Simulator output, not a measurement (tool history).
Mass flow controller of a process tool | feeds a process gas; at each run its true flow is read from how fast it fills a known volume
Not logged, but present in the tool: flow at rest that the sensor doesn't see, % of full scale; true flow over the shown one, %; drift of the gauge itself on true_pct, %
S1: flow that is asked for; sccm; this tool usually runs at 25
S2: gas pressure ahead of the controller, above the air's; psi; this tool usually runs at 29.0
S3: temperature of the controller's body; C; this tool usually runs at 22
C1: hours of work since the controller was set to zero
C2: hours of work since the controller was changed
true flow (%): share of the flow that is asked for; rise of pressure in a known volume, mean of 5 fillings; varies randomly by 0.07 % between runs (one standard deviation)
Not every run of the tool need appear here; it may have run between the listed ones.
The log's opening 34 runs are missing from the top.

{"run": 35, "hour": 2071.8, "S1": 25, "S2": 34.2, "S3": 22, "C1": 1682, "C2": 1682, "true flow (%)": 97.54}
{"run": 36, "hour": 2129.6, "S1": 17, "S2": 23.6, "S3": 26, "C1": 1700, "C2": 1700, "true flow (%)": 96.46}
{"run": 37, "hour": 2211.9, "S1": 17, "S2": 25.2, "S3": 23, "C1": 1726, "C2": 1726, "true flow (%)": 96.17}
{"run": 38, "hour": 2255.3, "S1": 17, "S2": 37.6, "S3": 20, "C1": 1739, "C2": 1739, "true flow (%)": 96.57}
{"run": 39, "hour": 2322.2, "S1": 25, "S2": 29.0, "S3": 29, "C1": 1760, "C2": 1760, "true flow (%)": 97.76}
{"run": 40, "hour": 2365.8, "S1": 25, "S2": 20.9, "S3": 21, "C1": 1774, "C2": 1774, "true flow (%)": 96.75}
{"run": 41, "hour": 2418.9, "S1": 25, "S2": 20.9, "S3": 21, "C1": 1791, "C2": 1791, "true flow (%)": 96.87}
{"run": 42, "hour": 2473.2, "S1": 28, "S2": 29.0, "S3": 20, "C1": 1808, "C2": 1808, "true flow (%)": 97.27}
{"run": 43, "hour": 2530.9, "S1": 28, "S2": 29.0, "S3": 27, "C1": 1826, "C2": 1826, "true flow (%)": 97.9}
{"run": 44, "hour": 2576.1, "S1": 28, "S2": 29.0, "S3": 27, "C1": 1840, "C2": 1840, "true flow (%)": 97.83}

Consider 3 possible next runs. They are alternatives, not a sequence: every one starts from the tool as it was left by run 44. What does each give?
{"run": "A", "hour": 2629.9, "S1": 10, "S2": 32.2, "S3": 22, "C1": 1857, "C2": 1857, "true flow (%)": "?"}
{"run": "B", "hour": 2629.9, "S1": 33, "S2": 21.0, "S3": 38, "C1": 1857, "C2": 1857, "true flow (%)": "?"}
{"run": "C", "hour": 2629.9, "S1": 5, "S2": 21.3, "S3": 38, "C1": 1857, "C2": 1857, "true flow (%)": "?"}

run=A true_flow_(%)=94.73
run=B true_flow_(%)=98.63
run=C true_flow_(%)=92.17
What these runs would have given with no unlogged condition in the tool:
run=A true_flow_(%)=97.48
run=B true_flow_(%)=99.47
run=C true_flow_(%)=97.66

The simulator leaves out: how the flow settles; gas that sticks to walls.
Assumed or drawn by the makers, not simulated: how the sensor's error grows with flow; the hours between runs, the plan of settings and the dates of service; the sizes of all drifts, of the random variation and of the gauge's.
